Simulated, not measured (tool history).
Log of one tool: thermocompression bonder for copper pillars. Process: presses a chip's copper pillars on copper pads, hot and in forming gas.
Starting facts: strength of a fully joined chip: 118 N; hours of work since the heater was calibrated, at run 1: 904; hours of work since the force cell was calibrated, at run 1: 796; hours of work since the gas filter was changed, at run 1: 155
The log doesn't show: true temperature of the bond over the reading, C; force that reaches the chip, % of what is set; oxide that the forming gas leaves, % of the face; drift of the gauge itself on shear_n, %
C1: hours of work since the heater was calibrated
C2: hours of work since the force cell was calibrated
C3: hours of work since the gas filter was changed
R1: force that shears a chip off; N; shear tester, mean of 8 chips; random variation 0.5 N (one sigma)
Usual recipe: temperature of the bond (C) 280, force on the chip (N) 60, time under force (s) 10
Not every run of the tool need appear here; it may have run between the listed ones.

run 1 hour=0 | temperature_of_the_bond_(C)=280 force_on_the_chip_(N)=60 time_under_force_(s)=10 | C1=904 C2=796 C3=155 | R1=71.4
run 2 hour=49 | temperature_of_the_bond_(C)=280 force_on_the_chip_(N)=60 time_under_force_(s)=12 | C1=937 C2=829 C3=188 | R1=76.1
-- hour=91.3 forming gas filter changed
run 3 hour=99.4 | temperature_of_the_bond_(C)=280 force_on_the_chip_(N)=60 time_under_force_(s)=12 | C1=970 C2=862 C3=5 | R1=80.4
run 4 hour=134 | temperature_of_the_bond_(C)=280 force_on_the_chip_(N)=60 time_under_force_(s)=12 | C1=993 C2=885 C3=29 | R1=80.2
-- hour=147.8 force cell calibrated
run 5 hour=167.1 | temperature_of_the_bond_(C)=280 force_on_the_chip_(N)=44 time_under_force_(s)=10 | C1=1014 C2=13 C3=50 | R1=54.8
run 6 hour=218.3 | temperature_of_the_bond_(C)=280 force_on_the_chip_(N)=60 time_under_force_(s)=10 | C1=1048 C2=47 C3=84 | R1=70.6
run 7 hour=242.2 | temperature_of_the_bond_(C)=280 force_on_the_chip_(N)=60 time_under_force_(s)=10 | C1=1064 C2=63 C3=100 | R1=70.2
run 8 hour=292.9 | temperature_of_the_bond_(C)=280 force_on_the_chip_(N)=85 time_under_force_(s)=10 | C1=1098 C2=97 C3=134 | R1=88.1
run 9 hour=347.8 | temperature_of_the_bond_(C)=280 force_on_the_chip_(N)=85 time_under_force_(s)=10 | C1=1135 C2=134 C3=170 | R1=86.7
run 10 hour=394.1 | temperature_of_the_bond_(C)=309 force_on_the_chip_(N)=60 time_under_force_(s)=10 | C1=1166 C2=164 C3=201 | R1=89.7
-- hour=416.7 forming gas filter changed
run 11 hour=426.1 | temperature_of_the_bond_(C)=309 force_on_the_chip_(N)=58 time_under_force_(s)=10 | C1=1187 C2=185 C3=6 | R1=94.4
run 12 hour=452.9 | temperature_of_the_bond_(C)=309 force_on_the_chip_(N)=58 time_under_force_(s)=10 | C1=1205 C2=203 C3=24 | R1=95.3
run 13 hour=485.7 | temperature_of_the_bond_(C)=280 force_on_the_chip_(N)=60 time_under_force_(s)=10 | C1=1227 C2=225 C3=46 | R1=73.6
run 14 hour=534.1 | temperature_of_the_bond_(C)=280 force_on_the_chip_(N)=60 time_under_force_(s)=18 | C1=1259 C2=258 C3=78 | R1=85.1
run 15 hour=588 | temperature_of_the_bond_(C)=280 force_on_the_chip_(N)=60 time_under_force_(s)=18 | C1=1295 C2=294 C3=114 | R1=84.1
run 16 hour=637.8 | temperature_of_the_bond_(C)=280 force_on_the_chip_(N)=60 time_under_force_(s)=10 | C1=1328 C2=327 C3=148 | R1=72.6
run 17 hour=668.7 | temperature_of_the_bond_(C)=280 force_on_the_chip_(N)=60 time_under_force_(s)=10 | C1=1349 C2=347 C3=168 | R1=71.7
run 18 hour=714.5 | temperature_of_the_bond_(C)=280 force_on_the_chip_(N)=60 time_under_force_(s)=10 | C1=1379 C2=378 C3=199 | R1=71.4
-- hour=740.4 forming gas filter changed
run 19 hour=754.5 | temperature_of_the_bond_(C)=280 force_on_the_chip_(N)=60 time_under_force_(s)=10 | C1=1406 C2=404 C3=9 | R1=76.9
run 20 hour=786.8 | temperature_of_the_bond_(C)=293 force_on_the_chip_(N)=66 time_under_force_(s)=15 | C1=1427 C2=426 C3=31 | R1=98
run 21 hour=843.3 | temperature_of_the_bond_(C)=293 force_on_the_chip_(N)=49 time_under_force_(s)=9 | C1=1465 C2=464 C3=69 | R1=74.3
run 22 hour=889.3 | temperature_of_the_bond_(C)=293 force_on_the_chip_(N)=49 time_under_force_(s)=9 | C1=1496 C2=494 C3=99 | R1=73.5
run 23 hour=922 | temperature_of_the_bond_(C)=280 force_on_the_chip_(N)=44 time_under_force_(s)=10 | C1=1517 C2=516 C3=121 | R1=59.5
run 24 hour=963.4 | temperature_of_the_bond_(C)=275 force_on_the_chip_(N)=60 time_under_force_(s)=10 | C1=1545 C2=544 C3=149 | R1=69.9

Predict the results of run 25:
run 25 hour=996.1 | temperature_of_the_bond_(C)=275 force_on_the_chip_(N)=60 time_under_force_(s)=10 | C1=1567 C2=566 C3=171 | R1=?

{"run 25": {"R1": 70.7}}
Minus the tool's unlogged condition, the same run would have read R1 62.1 N.
